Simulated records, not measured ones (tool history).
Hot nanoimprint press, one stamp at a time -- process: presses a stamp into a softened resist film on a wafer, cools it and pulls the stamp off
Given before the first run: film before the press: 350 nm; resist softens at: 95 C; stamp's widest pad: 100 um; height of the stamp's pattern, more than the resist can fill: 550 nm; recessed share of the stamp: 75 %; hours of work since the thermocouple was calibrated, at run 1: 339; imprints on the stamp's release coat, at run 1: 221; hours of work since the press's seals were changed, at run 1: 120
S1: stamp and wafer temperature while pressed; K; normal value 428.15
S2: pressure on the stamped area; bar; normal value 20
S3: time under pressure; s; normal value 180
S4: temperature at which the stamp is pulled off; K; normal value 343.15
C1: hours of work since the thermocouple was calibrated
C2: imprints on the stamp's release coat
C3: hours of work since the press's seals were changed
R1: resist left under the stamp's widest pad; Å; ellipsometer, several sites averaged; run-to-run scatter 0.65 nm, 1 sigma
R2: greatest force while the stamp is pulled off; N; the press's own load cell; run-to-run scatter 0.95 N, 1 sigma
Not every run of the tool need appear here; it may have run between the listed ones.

run,day,S1,S2,S3,S4,C1,C2,C3,R1,R2
1,0,428.15,20,180,343.15,339,221,120,1755,134.9
2,0.458,428.15,20,180,343.15,345,240,126,1741,136
# day 1.008: plate thermocouple calibrated
3,1.271,428.15,20,180,343.15,3,270,135,1694,136.8
4,1.871,428.15,20,180,343.15,11,295,143,1709,133.1
5,2.442,428.15,20,180,343.15,18,319,150,1691,134.2
6,3.121,428.15,20,197,343.15,27,348,159,1647,136.7
7,3.704,428.15,20,180,343.15,35,373,166,1717,136.3
8,4.208,428.15,19,180,343.15,41,394,172,1732,136.6
9,4.796,428.15,19,180,343.15,49,419,180,1749,135.9
10,5.158,428.15,19,91,343.15,53,435,185,2160,137
11,5.879,421.15,20,180,343.15,62,465,194,2136,138.5
12,6.496,421.15,20,155,343.15,70,491,202,2219,136.3
13,6.971,417.15,20,155,343.15,76,511,208,2496,138.7
14,7.692,428.15,20,180,343.15,86,542,217,1709,139.1
15,8.154,428.15,20,180,343.15,92,562,223,1713,139.7
16,8.954,428.15,18.5,180,348.15,102,596,233,1778,130.9
17,9.554,428.15,18.5,180,348.15,110,621,241,1786,133
# day 10.167: stamp cleaned and given a new release coat
18,10.317,428.15,18.5,180,348.15,116,7,248,1777,119.9
19,10.946,432.15,19.6,180,337.15,124,33,256,1532,140.3
20,11.692,432.15,21.1,180,347.15,134,65,265,1480,123.3
21,12.054,428.15,20,311,332.15,139,80,270,1420,151.1
22,12.517,424.15,28.4,311,332.15,144,100,276,1374,150.9
23,13.108,424.15,25.4,303,332.15,152,125,283,1466,150.8
24,13.642,421.15,15.4,180,347.15,159,148,290,2386,124.4
25,14.05,437.15,12.5,180,347.15,164,165,296,1643,126.1
26,14.817,419.15,25.4,264,348.15,174,198,305,1862,124.2
27,15.312,426.15,25.4,264,348.15,180,219,312,1447,127
28,16.029,426.15,25.4,264,348.15,190,249,321,1452,125.1
29,16.408,428.15,12.1,180,344.15,194,265,326,2175,133.2
30,16.921,428.15,12.1,180,344.15,201,287,332,2174,133.5

4 options for the next run, each taken on its own from the tool as it stands now. Forecast them:
A,17.404,428.15,20.6,297,350.15,207,307,339,?,?
B,17.404,428.15,25.4,92,343.15,207,307,339,?,?
C,17.404,428.15,20,180,346.15,207,307,339,?,?
D,17.404,424.15,12.1,190,335.15,207,307,339,?,?

run,R1,R2
A,1452,122.4
B,1950,135.7
C,1747,130
D,2376,149.4
Had the tool no hidden state, the same runs would have come out as:
run,R1,R2
A,1401,116.2
B,1887,128.9
C,1690,123.4
D,2320,142
